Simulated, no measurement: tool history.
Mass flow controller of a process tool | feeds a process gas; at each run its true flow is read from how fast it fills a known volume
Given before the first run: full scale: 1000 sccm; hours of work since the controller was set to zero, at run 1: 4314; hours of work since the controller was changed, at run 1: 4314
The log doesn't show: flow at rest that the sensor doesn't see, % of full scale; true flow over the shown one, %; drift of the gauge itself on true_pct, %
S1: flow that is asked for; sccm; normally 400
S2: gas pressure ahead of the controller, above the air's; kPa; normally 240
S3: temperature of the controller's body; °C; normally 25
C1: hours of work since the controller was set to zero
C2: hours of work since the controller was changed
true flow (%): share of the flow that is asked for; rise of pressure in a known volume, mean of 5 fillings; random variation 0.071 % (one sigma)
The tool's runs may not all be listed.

run 1 hour=0 | S1=400 S2=240 S3=25 | C1=4314 C2=4314 | true_flow_(%)=99.57
run 2 hour=93.5 | S1=400 S2=240 S3=25 | C1=4360 C2=4360 | true_flow_(%)=99.69
run 3 hour=231.6 | S1=161 S2=240 S3=25 | C1=4429 C2=4429 | true_flow_(%)=100.9
run 4 hour=355.2 | S1=400 S2=256 S3=25 | C1=4490 C2=4490 | true_flow_(%)=99.65
-- hour=365.9 controller's zero set anew
run 5 hour=447.1 | S1=400 S2=240 S3=30 | C1=40 C2=4535 | true_flow_(%)=99.87
run 6 hour=602.3 | S1=137 S2=240 S3=25 | C1=117 C2=4612 | true_flow_(%)=102.65
run 7 hour=760.9 | S1=137 S2=240 S3=25 | C1=195 C2=4690 | true_flow_(%)=102.75
run 8 hour=910.1 | S1=137 S2=240 S3=25 | C1=269 C2=4764 | true_flow_(%)=102.95
run 9 hour=1111.4 | S1=400 S2=240 S3=22 | C1=369 C2=4864 | true_flow_(%)=100.2
run 10 hour=1223.1 | S1=400 S2=196 S3=21 | C1=424 C2=4919 | true_flow_(%)=99.88
run 11 hour=1343.1 | S1=129 S2=278 S3=39 | C1=484 C2=4978 | true_flow_(%)=102.86
-- hour=1509 controller's zero set anew, once more
run 12 hour=1557 | S1=129 S2=278 S3=39 | C1=24 C2=5084 | true_flow_(%)=98.08

Hidden state or all else? Some run-to-run changes of true flow (%), split into what the settings, what came in and random variation would give without the hidden state, and what is left for the hidden state (with any gauge scatter that isn't in both results):
Run 11 -> 12: controller's zero set anew, once more. true flow (%) -4.78: hidden state -4.87, all else +0.09.
